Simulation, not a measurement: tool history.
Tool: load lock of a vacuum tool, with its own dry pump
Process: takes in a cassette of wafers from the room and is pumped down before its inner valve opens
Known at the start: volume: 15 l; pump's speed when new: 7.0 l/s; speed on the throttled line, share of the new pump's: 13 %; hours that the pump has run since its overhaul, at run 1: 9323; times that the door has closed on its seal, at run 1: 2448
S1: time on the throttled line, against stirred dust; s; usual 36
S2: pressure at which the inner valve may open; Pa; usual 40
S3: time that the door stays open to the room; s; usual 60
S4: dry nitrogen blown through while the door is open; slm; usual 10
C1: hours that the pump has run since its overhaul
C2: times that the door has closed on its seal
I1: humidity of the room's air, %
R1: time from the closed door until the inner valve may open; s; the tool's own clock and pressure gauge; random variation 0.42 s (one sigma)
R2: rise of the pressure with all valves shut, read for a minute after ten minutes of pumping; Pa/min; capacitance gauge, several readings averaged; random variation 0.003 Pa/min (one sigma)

run 1 day=0 | S1=36 S2=40 S3=60 S4=10 | C1=9323 C2=2448 | I1=45.9 | R1=50.6 R2=0.051
run 2 day=3.988 | S1=36 S2=40 S3=60 S4=10 | C1=9418 C2=2575 | I1=42.9 | R1=50.7 R2=0.05
run 3 day=7.888 | S1=36 S2=40 S3=129 S4=10 | C1=9512 C2=2699 | I1=42.3 | R1=50.4 R2=0.072
run 4 day=10.938 | S1=36 S2=40 S3=60 S4=10 | C1=9585 C2=2797 | I1=46 | R1=51.3 R2=0.053
run 5 day=14.562 | S1=36 S2=40 S3=183 S4=10 | C1=9672 C2=2912 | I1=45 | R1=49.6 R2=0.092
run 6 day=17.288 | S1=36 S2=40 S3=183 S4=10 | C1=9738 C2=2999 | I1=39.2 | R1=50.8 R2=0.079
run 7 day=19.579 | S1=36 S2=40 S3=183 S4=10 | C1=9792 C2=3072 | I1=45 | R1=49.9 R2=0.092
run 8 day=22.775 | S1=36 S2=40 S3=183 S4=10 | C1=9869 C2=3174 | I1=46.2 | R1=49.8 R2=0.093
run 9 day=25.646 | S1=36 S2=40 S3=183 S4=4 | C1=9938 C2=3265 | I1=43.4 | R1=50.9 R2=0.131
run 10 day=29.921 | S1=36 S2=40 S3=183 S4=4 | C1=10041 C2=3401 | I1=46.3 | R1=50.8 R2=0.142
run 11 day=33.404 | S1=36 S2=40 S3=60 S4=10 | C1=10124 C2=3512 | I1=42.8 | R1=50.4 R2=0.05
run 12 day=37.742 | S1=36 S2=36 S3=60 S4=10 | C1=10228 C2=3650 | I1=45.9 | R1=50.6 R2=0.057
run 13 day=40.083 | S1=36 S2=36 S3=60 S4=10 | C1=10285 C2=3725 | I1=47.5 | R1=50.4 R2=0.065
run 14 day=43.304 | S1=44 S2=36 S3=31 S4=10 | C1=10362 C2=3827 | I1=44.1 | R1=57.4 R2=0.037
run 15 day=46.992 | S1=44 S2=36 S3=31 S4=10 | C1=10450 C2=3945 | I1=47.4 | R1=57.7 R2=0.047
run 16 day=50.304 | S1=70 S2=40 S3=60 S4=37 | C1=10530 C2=4050 | I1=45.4 | R1=79.9 R2=0.037
run 17 day=52.638 | S1=70 S2=40 S3=60 S4=37 | C1=10586 C2=4125 | I1=42.5 | R1=79.4 R2=0.03
run 18 day=54.846 | S1=30 S2=76 S3=60 S4=39 | C1=10639 C2=4195 | I1=46.6 | R1=43.2 R2=0.029
run 19 day=57.742 | S1=30 S2=76 S3=60 S4=39 | C1=10708 C2=4287 | I1=44.6 | R1=44.1 R2=0.031
run 20 day=59.792 | S1=30 S2=76 S3=60 S4=39 | C1=10758 C2=4352 | I1=45.6 | R1=44.2 R2=0.028
run 21 day=63.675 | S1=66 S2=28 S3=49 S4=10 | C1=10851 C2=4476 | I1=42.6 | R1=75.8 R2=0.057
run 22 day=67.012 | S1=66 S2=28 S3=49 S4=10 | C1=10931 C2=4582 | I1=45.7 | R1=77.8 R2=0.057
run 23 day=71.05 | S1=36 S2=40 S3=118 S4=10 | C1=11028 C2=4711 | I1=43.8 | R1=51.6 R2=0.078
run 24 day=73.871 | S1=36 S2=40 S3=43 S4=15 | C1=11095 C2=4801 | I1=45.8 | R1=51 R2=0.039
run 25 day=77.158 | S1=63 S2=40 S3=43 S4=19 | C1=11174 C2=4906 | I1=46.5 | R1=73.8 R2=0.046
run 26 day=79.371 | S1=36 S2=30 S3=60 S4=7 | C1=11227 C2=4976 | I1=42.4 | R1=51.2 R2=0.068

5 ways to go on from here, each from the tool as it stands after run 26. What would each give?
run A day=82.929 | S1=36 S2=30 S3=191 S4=6 | C1=11313 C2=5089 | I1=44 | R1=? R2=?
run B day=82.929 | S1=36 S2=46 S3=170 S4=41 | C1=11313 C2=5089 | I1=42.8 | R1=? R2=?
run C day=82.929 | S1=28 S2=30 S3=60 S4=7 | C1=11313 C2=5089 | I1=47.7 | R1=? R2=?
run D day=82.929 | S1=26 S2=40 S3=60 S4=10 | C1=11313 C2=5089 | I1=45.5 | R1=? R2=?
run E day=82.929 | S1=31 S2=30 S3=51 S4=7 | C1=11313 C2=5089 | I1=46.1 | R1=? R2=?

run=A R1=51.7 R2=0.122
run=B R1=50.8 R2=0.041
run=C R1=45 R2=0.076
run=D R1=42.2 R2=0.06
run=E R1=48 R2=0.064
Without the tool's hidden state the same runs would have given:
run=A R1=48.9 R2=0.11
run=B R1=48.2 R2=0.028
run=C R1=42 R2=0.063
run=D R1=39.2 R2=0.047
run=E R1=45 R2=0.051

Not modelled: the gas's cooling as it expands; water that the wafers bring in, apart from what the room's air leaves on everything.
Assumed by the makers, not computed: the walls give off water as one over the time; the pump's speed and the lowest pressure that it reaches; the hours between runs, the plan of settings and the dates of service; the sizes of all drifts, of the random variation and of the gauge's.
